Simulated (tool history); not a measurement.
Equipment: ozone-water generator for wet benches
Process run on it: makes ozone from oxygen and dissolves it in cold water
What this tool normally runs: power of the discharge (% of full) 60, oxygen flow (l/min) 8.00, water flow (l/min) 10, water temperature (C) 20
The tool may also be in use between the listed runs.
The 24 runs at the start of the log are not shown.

run    hour  power of the discharge (% of full)  oxygen flow (l/min)  water flow (l/min)  water temperature (C)  dissolved ozone (ppm)  ozone in the gas ahead of the water (g/m3)
 25  2983.7                                  60                 8.00                   9                     24                   25.9                                       175.4
 26  3095.8                                  60                 8.00                   6                     26                   29.6                                       173.4
 27  3206.5                                  60                10.14                  10                     13                   29.8                                       154.4
 28  3288.3                                  60                13.04                  10                     16                   26.0                                       137.3
 29  3362.4                                  77                13.04                  10                     16                   30.2                                       157.3
 30  3436.6                                  60                 8.34                  10                     20                   26.5                                       169.9
 31  3599.8                                  60                 5.98                  10                     21                   27.3                                       196.7
 32  3714.1                                  76                 8.00                  10                     18                   31.4                                       193.6

Alternative continuations, all from the tool just after run 32; predict every row:
  A  3866.5                                  53                 8.00                  10                     18                      ?                                           ?
  B  3866.5                                  82                 8.00                  10                     18                      ?                                           ?
  C  3866.5                                  60                 8.00                   8                     25                      ?                                           ?

run  dissolved ozone (ppm)  ozone in the gas ahead of the water (g/m3)
  A                   25.7                                       158.2
  B                   32.8                                       203.2
  C                   25.8                                       170.1
Without the tool's hidden state the same runs would have given:
run  dissolved ozone (ppm)  ozone in the gas ahead of the water (g/m3)
  A                   30.1                                       182.2
  B                   40.1                                       244.8
  C                   30.5                                       198.5

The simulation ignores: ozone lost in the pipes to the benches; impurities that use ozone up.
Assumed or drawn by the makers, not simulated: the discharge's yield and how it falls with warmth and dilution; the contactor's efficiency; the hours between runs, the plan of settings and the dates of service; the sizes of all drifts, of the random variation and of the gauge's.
